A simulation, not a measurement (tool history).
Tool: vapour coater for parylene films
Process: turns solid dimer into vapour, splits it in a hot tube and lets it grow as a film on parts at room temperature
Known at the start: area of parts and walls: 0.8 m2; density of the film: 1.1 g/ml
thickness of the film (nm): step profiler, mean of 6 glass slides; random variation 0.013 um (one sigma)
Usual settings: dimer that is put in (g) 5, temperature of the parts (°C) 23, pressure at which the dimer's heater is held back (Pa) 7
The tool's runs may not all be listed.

| run | hour | dimer that is put in (g) | temperature of the parts (°C) | pressure at which the dimer's heater is held back (Pa) | thickness of the film (nm) |
|---|---|---|---|---|---|
| 1 | 0 | 5 | 23 | 7 | 3060 |
| 2 | 33.4 | 5 | 23 | 7 | 3070 |
| 3 | 93.8 | 3 | 23 | 7 | 1820 |
| 4 | 122.2 | 3 | 23 | 7 | 1810 |
| 5 | 152.8 | 3 | 17 | 7 | 2220 |
| 6 | 177.8 | 5 | 23 | 7 | 3040 |
| 7 | 217 | 5 | 23 | 7 | 3040 |
| 8 | 270.3 | 5 | 23 | 7 | 3040 |
| 9 | 309.3 | 5 | 23 | 7 | 3010 |
| 10 | 360.8 | 8 | 16 | 5.93 | 6240 |
| 11 | 394 | 3 | 19 | 3.87 | 2260 |
| 12 | 420.5 | 2 | 34 | 4.08 | 930 |
| 13 | 473.2 | 2 | 34 | 4.08 | 910 |
|  | 477.4 | table's thermometer calibrated |
| 14 | 510.3 | 5 | 16 | 7 | 3770 |
| 15 | 543.6 | 4 | 23 | 2.28 | 2910 |
| 16 | 601.7 | 4 | 23 | 2.28 | 2880 |
| 17 | 643.8 | 4 | 15 | 2.84 | 3600 |
| 18 | 680.2 | 4 | 23 | 7 | 2400 |

Forecast each of these 5 alternatives for the next run:
| A | 739 | 4 | 26 | 7 | ? |
| B | 739 | 4 | 23 | 7 | ? |
| C | 739 | 2 | 23 | 5.6 | ? |
| D | 739 | 2 | 23 | 11.64 | ? |
| E | 739 | 5 | 23 | 5.56 | ? |

| run | thickness of the film (nm) |
|---|---|
| A | 2170 |
| B | 2400 |
| C | 1250 |
| D | 1100 |
| E | 3090 |
Without the tool's hidden state the same runs would have given:
| run | thickness of the film (nm) |
|---|---|
| A | 2230 |
| B | 2470 |
| C | 1290 |
| D | 1130 |
| E | 3180 |

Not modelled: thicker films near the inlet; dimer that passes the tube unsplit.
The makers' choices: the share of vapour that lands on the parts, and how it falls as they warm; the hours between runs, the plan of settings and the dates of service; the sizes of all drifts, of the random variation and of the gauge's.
